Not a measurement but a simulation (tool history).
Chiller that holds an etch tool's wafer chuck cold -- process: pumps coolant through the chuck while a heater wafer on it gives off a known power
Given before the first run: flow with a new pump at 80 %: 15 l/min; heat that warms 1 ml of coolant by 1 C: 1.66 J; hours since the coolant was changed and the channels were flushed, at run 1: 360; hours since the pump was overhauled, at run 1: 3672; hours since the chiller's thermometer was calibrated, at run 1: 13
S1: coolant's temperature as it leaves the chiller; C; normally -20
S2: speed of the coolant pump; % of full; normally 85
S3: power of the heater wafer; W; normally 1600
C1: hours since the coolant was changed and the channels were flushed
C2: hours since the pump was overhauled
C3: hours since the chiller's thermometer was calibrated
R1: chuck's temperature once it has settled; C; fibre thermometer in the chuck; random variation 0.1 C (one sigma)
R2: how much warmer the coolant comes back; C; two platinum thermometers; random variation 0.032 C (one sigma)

run	hour	S1	S2	S3	C1	C2	C3	R1	R2
1	0	-20	85	1600	360	3672	13	-9.3	4.03
2	59.7	-20	83	1600	420	3732	72	-9.2	4.17
3	148.7	-20	83	1600	509	3821	161	-9.1	4.13
4	207.5	-20	83	944	568	3879	220	-13.6	2.53
5	282.1	-20	83	944	643	3954	295	-13.2	2.48
6	348.2	-20	83	944	709	4020	361	-13.4	2.47
7	404.8	-20	83	944	765	4077	418	-13.3	2.5
8	515.6	-20	85	1536	876	4187	528	-9.3	3.94
9	631.7	-20	85	1600	992	4304	644	-8.6	4.12
10	684.3	-20	88	1600	1045	4356	697	-9.1	3.91
11	759	-20	88	1600	1119	4431	772	-9	3.94
# hour 768.7: chiller's thermometer calibrated
12	872.5	-20	88	1600	1232	4543	104	-8.7	3.92
13	942.5	-15	85	1600	1302	4613	174	-3.5	4.09
# hour 996: chiller's thermometer calibrated, once more
14	1064.2	-15	85	1600	1423	4734	68	-3.7	4.11
15	1161.3	-28	86	1308	1520	4831	165	-18.8	3.28
16	1274.8	-17	61	1600	1633	4945	279	-2.2	5.69
17	1397.5	-24	84	915	1756	5067	401	-17.1	2.38
18	1509	-20	96	1189	1867	5179	513	-12.2	2.8
19	1591.9	-13	96	1189	1950	5262	596	-4.9	2.78
20	1706.8	-20	62	1600	2065	5377	711	-4.9	5.71
21	1780.3	-20	62	1600	2139	5450	784	-4.8	5.73
22	1840.1	-20	62	1693	2199	5510	844	-3.8	6.05
23	1914.4	-23	85	1742	2273	5584	918	-9.9	4.65
24	1982.7	-23	85	2194	2341	5653	987	-6.5	5.8
25	2055.7	-27	90	941	2414	5726	1060	-20	2.35
26	2132	-23	85	1600	2490	5802	1136	-10.7	4.26
27	2190.6	-19	78	1813	2549	5860	1195	-4.2	5.27
28	2246.8	-28	89	1263	2605	5917	1251	-18.2	3.24

Branching from run 28: 5 alternative next runs. What would each branch give?
A	2359.9	-29	75	1336	2718	6030	1364	?	?
B	2359.9	-28	97	893	2718	6030	1364	?	?
C	2359.9	-17	89	1453	2718	6030	1364	?	?
D	2359.9	-11	89	1263	2718	6030	1364	?	?
E	2359.9	-18	89	1263	2718	6030	1364	?	?

run	R1	R2
A	-17.4	3.99
B	-21.7	2.11
C	-6.1	3.71
D	-1.5	3.24
E	-8.4	3.27
Without the tool's unlogged condition, the same runs would have read:
run	R1	R2
A	-20.1	3.38
B	-23.3	1.79
C	-8.7	3.14
D	-3.7	2.75
E	-10.7	2.78
